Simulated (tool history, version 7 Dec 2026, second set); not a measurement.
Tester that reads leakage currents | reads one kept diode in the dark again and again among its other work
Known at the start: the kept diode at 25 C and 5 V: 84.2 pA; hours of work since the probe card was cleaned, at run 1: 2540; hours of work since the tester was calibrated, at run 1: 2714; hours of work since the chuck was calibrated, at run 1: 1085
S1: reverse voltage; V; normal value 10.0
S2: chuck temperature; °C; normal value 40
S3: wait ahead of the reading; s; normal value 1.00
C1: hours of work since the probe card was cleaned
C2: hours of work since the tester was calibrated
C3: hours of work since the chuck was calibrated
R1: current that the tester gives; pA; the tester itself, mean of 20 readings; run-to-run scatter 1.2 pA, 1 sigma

run 1 hour=0.0 | S1=10.0 S2=40 S3=1.00 | C1=2540 C2=2714 C3=1085 | R1=385.31
run 2 hour=79.2 | S1=10.0 S2=26 S3=1.00 | C1=2598 C2=2772 C3=1143 | R1=147.57
run 3 hour=135.4 | S1=10.0 S2=31 S3=1.00 | C1=2639 C2=2813 C3=1184 | R1=206.46
run 4 hour=182.0 | S1=10.0 S2=31 S3=1.00 | C1=2673 C2=2847 C3=1218 | R1=206.26
run 5 hour=257.8 | S1=10.0 S2=43 S3=1.00 | C1=2728 C2=2902 C3=1273 | R1=467.86
run 6 hour=299.1 | S1=10.0 S2=43 S3=1.00 | C1=2758 C2=2932 C3=1303 | R1=464.15
run 7 hour=363.0 | S1=10.0 S2=43 S3=1.00 | C1=2805 C2=2979 C3=1350 | R1=467.58
run 8 hour=445.2 | S1=10.0 S2=40 S3=1.00 | C1=2865 C2=3039 C3=1410 | R1=378.79
run 9 hour=510.4 | S1=10.0 S2=40 S3=1.00 | C1=2913 C2=3086 C3=1458 | R1=377.92
run 10 hour=582.9 | S1=10.0 S2=40 S3=1.00 | C1=2965 C2=3139 C3=1511 | R1=377.05
run 11 hour=654.9 | S1=10.0 S2=40 S3=1.00 | C1=3018 C2=3192 C3=1563 | R1=377.27
-- hour=689.9 tester calibrated
run 12 hour=712.6 | S1=10.0 S2=40 S3=1.00 | C1=3059 C2=17 C3=1604 | R1=372.67
run 13 hour=800.2 | S1=10.0 S2=30 S3=1.00 | C1=3123 C2=81 C3=1668 | R1=187.84
run 14 hour=876.3 | S1=10.0 S2=40 S3=1.00 | C1=3178 C2=136 C3=1723 | R1=370.69
run 15 hour=951.0 | S1=10.0 S2=40 S3=1.24 | C1=3233 C2=191 C3=1778 | R1=367.31
run 16 hour=1036.2 | S1=10.0 S2=40 S3=1.24 | C1=3295 C2=253 C3=1840 | R1=368.93
run 17 hour=1094.8 | S1=10.0 S2=40 S3=1.24 | C1=3338 C2=296 C3=1883 | R1=366.25
-- hour=1114.2 probe card cleaned and baked
run 18 hour=1141.2 | S1=10.0 S2=40 S3=1.24 | C1=20 C2=327 C3=1914 | R1=338.60
run 19 hour=1220.1 | S1=10.0 S2=40 S3=1.24 | C1=77 C2=385 C3=1972 | R1=337.46
run 20 hour=1285.3 | S1=10.0 S2=40 S3=1.24 | C1=125 C2=433 C3=2020 | R1=336.67
run 21 hour=1370.5 | S1=5.5 S2=45 S3=1.14 | C1=187 C2=495 C3=2082 | R1=342.09
run 22 hour=1419.7 | S1=5.5 S2=45 S3=1.14 | C1=223 C2=531 C3=2118 | R1=342.62

Expected results for the next run?
run 23 hour=1504.9 | S1=11.5 S2=34 S3=4.57 | C1=285 C2=593 C3=2180 | R1=?

R1: 230.23 pA
With no hidden state in the tool, this same run would have given R1 274.99 pA.
